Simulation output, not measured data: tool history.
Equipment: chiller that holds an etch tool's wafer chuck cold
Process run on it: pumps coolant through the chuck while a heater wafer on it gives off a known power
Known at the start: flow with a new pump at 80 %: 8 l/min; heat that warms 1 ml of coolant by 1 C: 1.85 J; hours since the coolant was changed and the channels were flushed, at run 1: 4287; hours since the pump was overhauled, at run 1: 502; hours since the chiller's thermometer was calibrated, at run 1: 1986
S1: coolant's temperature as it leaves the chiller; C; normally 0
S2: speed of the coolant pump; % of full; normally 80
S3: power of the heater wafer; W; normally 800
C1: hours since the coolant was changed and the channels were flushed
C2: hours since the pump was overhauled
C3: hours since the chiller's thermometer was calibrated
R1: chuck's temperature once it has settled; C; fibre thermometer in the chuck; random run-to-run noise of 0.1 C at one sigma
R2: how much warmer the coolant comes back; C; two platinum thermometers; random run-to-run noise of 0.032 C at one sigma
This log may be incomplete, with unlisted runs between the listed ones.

run,day,S1,S2,S3,C1,C2,C3,R1,R2
1,0,0,80,800,4287,502,1986,10.8,3.24
2,1.271,0,80,800,4318,533,2017,10.5,3.26
3,2.592,0,80,800,4349,564,2049,10.7,3.28
4,4.279,0,80,800,4390,605,2089,10.7,3.26
5,5.375,0,77,800,4416,631,2115,10.9,3.41
6,7.167,0,77,800,4459,674,2158,11,3.34
7,8.871,0,80,800,4500,715,2199,10.8,3.31
8,10.783,0,80,800,4546,761,2245,10.6,3.28
9,12.446,0,71,800,4586,801,2285,11.6,3.68
10,14.754,-4,80,800,4641,856,2341,6.7,3.26
11,17.05,7,70,494,4696,911,2396,14.4,2.36
# day 19.112: chiller's thermometer calibrated
12,19.154,0,90,800,4746,961,1,9.8,2.91
13,21.308,-3,68,841,4798,1013,53,9.1,4
14,23.038,5,68,841,4839,1054,94,17.3,4.02
15,24.062,9,89,628,4864,1079,119,16.9,2.35
16,25.162,-7,61,416,4890,1105,145,-0.5,2.26
17,26.238,6,80,735,4916,1131,171,15.8,3.03
18,28.438,6,80,735,4969,1184,224,15.7,3
# day 30.65: coolant changed, channels flushed
19,30.862,-5,82,482,5,1236,276,0.4,1.96
20,32.088,9,62,1194,35,1265,305,24.9,6.34

Consider 4 possible next runs. They are alternatives, not a sequence: every one starts from the tool as it was left by run 20. What does each give?
A,33.296,-7,94,800,63,1294,334,?,?
B,33.296,0,80,1103,63,1294,334,?,?
C,33.296,9,100,544,63,1294,334,?,?
D,33.296,-10,65,755,63,1294,334,?,?

run,R1,R2
A,1.2,2.82
B,12.8,4.54
C,14.6,1.79
D,-0.1,3.86
With no hidden state in the tool, these same runs would have given:
run,R1,R2
A,1,2.77
B,12.5,4.46
C,14.5,1.75
D,-0.3,3.79
